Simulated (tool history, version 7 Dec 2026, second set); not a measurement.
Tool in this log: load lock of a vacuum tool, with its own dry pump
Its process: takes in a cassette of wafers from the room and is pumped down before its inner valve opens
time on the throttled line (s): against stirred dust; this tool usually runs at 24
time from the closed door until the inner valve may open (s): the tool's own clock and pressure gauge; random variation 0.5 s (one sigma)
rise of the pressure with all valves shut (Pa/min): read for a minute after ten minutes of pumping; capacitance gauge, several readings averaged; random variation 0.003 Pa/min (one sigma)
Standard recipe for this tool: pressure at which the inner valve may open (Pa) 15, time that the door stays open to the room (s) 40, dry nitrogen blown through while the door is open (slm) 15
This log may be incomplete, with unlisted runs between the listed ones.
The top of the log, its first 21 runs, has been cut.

| run | day | time on the throttled line (s) | pressure at which the inner valve may open (Pa) | time that the door stays open to the room (s) | dry nitrogen blown through while the door is open (slm) | hours that the pump has run since its overhaul | times that the door has closed on its seal | incoming humidity of the room's air, % | time from the closed door until the inner valve may open (s) | rise of the pressure with all valves shut (Pa/min) |
|---|---|---|---|---|---|---|---|---|---|---|
| 22 | 357.475 | 24 | 15 | 40 | 10 | 6200 | 12469 | 40.3 | 67.5 | 0.039 |
| 23 | 373.371 | 21 | 17 | 223 | 14 | 6582 | 13541 | 45 | 64.7 | 0.07 |
| 24 | 392.979 | 33 | 13 | 118 | 10 | 7052 | 14864 | 45.2 | 74.8 | 0.061 |
| 25 | 414.983 | 33 | 13 | 216 | 10 | 7580 | 16348 | 44.9 | 74.8 | 0.075 |
| 26 | 440.425 | 24 | 14 | 40 | 12 | 8191 | 18063 | 46.1 | 67.6 | 0.033 |
| 27 | 459.838 | 24 | 14 | 40 | 12 | 8657 | 19372 | 48.3 | 67.9 | 0.036 |
| 28 | 472.667 | 24 | 15 | 26 | 17 | 8965 | 20238 | 46 | 67.3 | 0.021 |
| 29 | 493.9 | 24 | 21 | 40 | 15 | 9474 | 21670 | 44.1 | 65.3 | 0.034 |
| 30 | 514.242 | 24 | 21 | 40 | 15 | 9962 | 23042 | 44.1 | 65.3 | 0.035 |
| 31 | 533.767 | 15 | 24 | 28 | 10 | 10431 | 24359 | 43.5 | 57.6 | 0.027 |
| 32 | 553.975 | 15 | 24 | 28 | 10 | 10916 | 25721 | 43.9 | 58 | 0.035 |
| 33 | 570.354 | 15 | 24 | 28 | 10 | 11309 | 26826 | 45.9 | 57.5 | 0.036 |
| 34 | 593.708 | 43 | 14 | 28 | 5 | 11870 | 28401 | 41.3 | 80.7 | 0.037 |
| 35 | 605.317 | 24 | 15 | 234 | 11 | 12148 | 29184 | 42.8 | 67.5 | 0.072 |
| 36 | 620.792 | 24 | 15 | 234 | 11 | 12520 | 30227 | 43.4 | 67.4 | 0.078 |
| 37 | 642.079 | 31 | 24 | 40 | 15 | 13031 | 31663 | 45.3 | 70 | 0.025 |
| 38 | 660.367 | 22 | 24 | 46 | 15 | 13470 | 32896 | 41.5 | 62.5 | 0.032 |

Consider 3 possible next runs. They are alternatives, not a sequence: every one starts from the tool as it was left by run 38. What does each give?
| A | 676.158 | 24 | 15 | 44 | 12 | 13848 | 33961 | 43.4 | ? | ? |
| B | 676.158 | 22 | 24 | 77 | 15 | 13848 | 33961 | 45.2 | ? | ? |
| C | 676.158 | 22 | 14 | 46 | 5 | 13848 | 33961 | 45 | ? | ? |

| run | time from the closed door until the inner valve may open (s) | rise of the pressure with all valves shut (Pa/min) |
|---|---|---|
| A | 67.4 | 0.036 |
| B | 62.9 | 0.04 |
| C | 67.1 | 0.053 |
Stripped of hidden state, with their random variation kept, the same runs would have yielded:
| run | time from the closed door until the inner valve may open (s) | rise of the pressure with all valves shut (Pa/min) |
|---|---|---|
| A | 67.4 | 0.035 |
| B | 62.9 | 0.039 |
| C | 67.1 | 0.052 |
